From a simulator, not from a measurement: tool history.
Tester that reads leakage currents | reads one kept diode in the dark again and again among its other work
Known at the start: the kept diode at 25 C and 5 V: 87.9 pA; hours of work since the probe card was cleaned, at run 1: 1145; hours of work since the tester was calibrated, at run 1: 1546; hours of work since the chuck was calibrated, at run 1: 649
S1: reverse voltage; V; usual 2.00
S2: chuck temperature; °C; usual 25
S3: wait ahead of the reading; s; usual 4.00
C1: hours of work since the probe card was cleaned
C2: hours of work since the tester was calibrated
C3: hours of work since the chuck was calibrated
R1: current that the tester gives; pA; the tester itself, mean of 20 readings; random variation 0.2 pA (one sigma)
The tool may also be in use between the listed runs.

{"run": 1, "hour": 0.0, "S1": 2.0, "S2": 25, "S3": 4.0, "C1": 1145, "C2": 1546, "C3": 649, "R1": 74.5}
{"run": 2, "hour": 102.3, "S1": 2.0, "S2": 25, "S3": 4.0, "C1": 1202, "C2": 1602, "C3": 706, "R1": 75.02}
{"run": 3, "hour": 177.9, "S1": 2.0, "S2": 25, "S3": 4.0, "C1": 1243, "C2": 1644, "C3": 747, "R1": 76.36}
{"run": 4, "hour": 252.7, "S1": 2.0, "S2": 25, "S3": 1.31, "C1": 1285, "C2": 1685, "C3": 788, "R1": 76.55}
{"hour": 261.3, "done": "chuck's temperature calibrated"}
{"run": 5, "hour": 332.8, "S1": 2.0, "S2": 25, "S3": 0.38, "C1": 1327, "C2": 1728, "C3": 39, "R1": 70.73}
{"run": 6, "hour": 397.1, "S1": 2.0, "S2": 25, "S3": 4.0, "C1": 1363, "C2": 1763, "C3": 75, "R1": 69.41}
{"run": 7, "hour": 465.1, "S1": 2.0, "S2": 25, "S3": 4.0, "C1": 1400, "C2": 1801, "C3": 112, "R1": 70.01}
{"run": 8, "hour": 555.6, "S1": 2.0, "S2": 25, "S3": 4.0, "C1": 1450, "C2": 1851, "C3": 162, "R1": 70.46}
{"run": 9, "hour": 679.3, "S1": 2.0, "S2": 39, "S3": 4.0, "C1": 1518, "C2": 1919, "C3": 230, "R1": 184.48}
{"run": 10, "hour": 826.3, "S1": 2.0, "S2": 39, "S3": 4.0, "C1": 1599, "C2": 1999, "C3": 311, "R1": 186.43}
{"run": 11, "hour": 916.3, "S1": 2.0, "S2": 39, "S3": 4.0, "C1": 1649, "C2": 2049, "C3": 360, "R1": 188.81}
{"run": 12, "hour": 1035.6, "S1": 10.25, "S2": 25, "S3": 4.0, "C1": 1714, "C2": 2115, "C3": 426, "R1": 145.54}
{"run": 13, "hour": 1187.4, "S1": 2.0, "S2": 25, "S3": 4.0, "C1": 1798, "C2": 2198, "C3": 510, "R1": 75.22}
{"hour": 1288.4, "done": "probe card cleaned and baked"}
{"run": 14, "hour": 1323.7, "S1": 2.0, "S2": 25, "S3": 4.0, "C1": 19, "C2": 2272, "C3": 583, "R1": 77.59}
{"run": 15, "hour": 1465.2, "S1": 2.0, "S2": 25, "S3": 1.45, "C1": 97, "C2": 2349, "C3": 661, "R1": 79.58}
{"run": 16, "hour": 1587.4, "S1": 4.77, "S2": 25, "S3": 4.0, "C1": 165, "C2": 2417, "C3": 728, "R1": 114.9}
{"run": 17, "hour": 1686.2, "S1": 4.77, "S2": 25, "S3": 4.0, "C1": 219, "C2": 2471, "C3": 782, "R1": 115.52}
{"hour": 1709.5, "done": "chuck's temperature calibrated"}
{"hour": 1798.1, "done": "probe card cleaned and baked, once more"}
{"run": 18, "hour": 1808.4, "S1": 4.77, "S2": 25, "S3": 4.0, "C1": 6, "C2": 2536, "C3": 53, "R1": 89.28}
{"run": 19, "hour": 1878.9, "S1": 4.77, "S2": 25, "S3": 4.0, "C1": 44, "C2": 2574, "C3": 92, "R1": 90.46}
{"run": 20, "hour": 2028.0, "S1": 6.78, "S2": 30, "S3": 3.4, "C1": 126, "C2": 2656, "C3": 174, "R1": 148.43}
{"run": 21, "hour": 2161.8, "S1": 6.78, "S2": 30, "S3": 3.4, "C1": 200, "C2": 2730, "C3": 247, "R1": 151.47}
{"run": 22, "hour": 2277.6, "S1": 3.68, "S2": 34, "S3": 2.74, "C1": 264, "C2": 2794, "C3": 311, "R1": 162.78}
{"run": 23, "hour": 2391.2, "S1": 3.68, "S2": 22, "S3": 4.4, "C1": 326, "C2": 2856, "C3": 374, "R1": 70.41}
{"run": 24, "hour": 2479.8, "S1": 3.68, "S2": 22, "S3": 4.4, "C1": 375, "C2": 2905, "C3": 422, "R1": 71.44}
{"run": 25, "hour": 2577.2, "S1": 9.95, "S2": 25, "S3": 4.0, "C1": 429, "C2": 2959, "C3": 476, "R1": 129.58}
{"run": 26, "hour": 2646.0, "S1": 9.37, "S2": 27, "S3": 3.84, "C1": 467, "C2": 2996, "C3": 514, "R1": 147.32}
{"run": 27, "hour": 2716.4, "S1": 2.58, "S2": 39, "S3": 4.28, "C1": 505, "C2": 3035, "C3": 552, "R1": 208.15}
{"run": 28, "hour": 2824.7, "S1": 2.32, "S2": 25, "S3": 0.81, "C1": 565, "C2": 3095, "C3": 612, "R1": 78.41}
{"run": 29, "hour": 2945.5, "S1": 2.32, "S2": 25, "S3": 0.81, "C1": 631, "C2": 3161, "C3": 679, "R1": 79.78}
{"run": 30, "hour": 3012.3, "S1": 15.29, "S2": 22, "S3": 4.0, "C1": 668, "C2": 3198, "C3": 715, "R1": 133.7}
{"run": 31, "hour": 3141.5, "S1": 2.0, "S2": 33, "S3": 4.0, "C1": 739, "C2": 3269, "C3": 786, "R1": 132.72}
{"hour": 3158.9, "done": "chuck's temperature calibrated"}
{"run": 32, "hour": 3206.2, "S1": 9.34, "S2": 28, "S3": 4.0, "C1": 774, "C2": 3304, "C3": 26, "R1": 151.74}
{"run": 33, "hour": 3271.0, "S1": 9.34, "S2": 28, "S3": 4.0, "C1": 809, "C2": 3339, "C3": 62, "R1": 153.0}
{"hour": 3294.9, "done": "tester calibrated"}
{"run": 34, "hour": 3359.5, "S1": 9.34, "S2": 28, "S3": 4.0, "C1": 857, "C2": 36, "C3": 109, "R1": 151.48}
{"run": 35, "hour": 3498.8, "S1": 13.5, "S2": 25, "S3": 0.49, "C1": 934, "C2": 112, "C3": 186, "R1": 153.59}
{"run": 36, "hour": 3592.7, "S1": 9.83, "S2": 21, "S3": 0.35, "C1": 985, "C2": 164, "C3": 238, "R1": 108.09}
{"run": 37, "hour": 3716.6, "S1": 7.13, "S2": 54, "S3": 4.7, "C1": 1053, "C2": 232, "C3": 306, "R1": 744.05}
{"run": 38, "hour": 3818.2, "S1": 7.34, "S2": 41, "S3": 4.0, "C1": 1109, "C2": 288, "C3": 362, "R1": 337.8}

The same runs without the tool's hidden state, with the same run-to-run variation:
The hidden state here: stray current of the dirty probe card, pA a volt; current scale over the true one, %; true chuck temperature over the reading, C; drift of the gauge itself on leakage_pa, %.
run=1 R1=64.45
run=2 R1=64.21
run=3 R1=64.83
run=4 R1=64.58
run=5 R1=66.04
run=6 R1=64.28
run=7 R1=64.37
run=8 R1=64.23
run=9 R1=172.58
run=10 R1=172.39
run=11 R1=173.26
run=12 R1=113.12
run=13 R1=64.32
run=14 R1=64.36
run=15 R1=65.19
run=16 R1=87.35
run=17 R1=86.97
run=18 R1=86.82
run=19 R1=87.16
run=20 R1=140.56
run=21 R1=141.24
run=22 R1=151.27
run=23 R1=63.57
run=24 R1=63.79
run=25 R1=112.61
run=26 R1=128.03
run=27 R1=187.34
run=28 R1=68.47
run=29 R1=68.79
run=30 R1=104.54
run=31 R1=114.32
run=32 R1=135.75
run=33 R1=135.80
run=34 R1=136.43
run=35 R1=130.89
run=36 R1=90.29
run=37 R1=699.38
run=38 R1=307.53

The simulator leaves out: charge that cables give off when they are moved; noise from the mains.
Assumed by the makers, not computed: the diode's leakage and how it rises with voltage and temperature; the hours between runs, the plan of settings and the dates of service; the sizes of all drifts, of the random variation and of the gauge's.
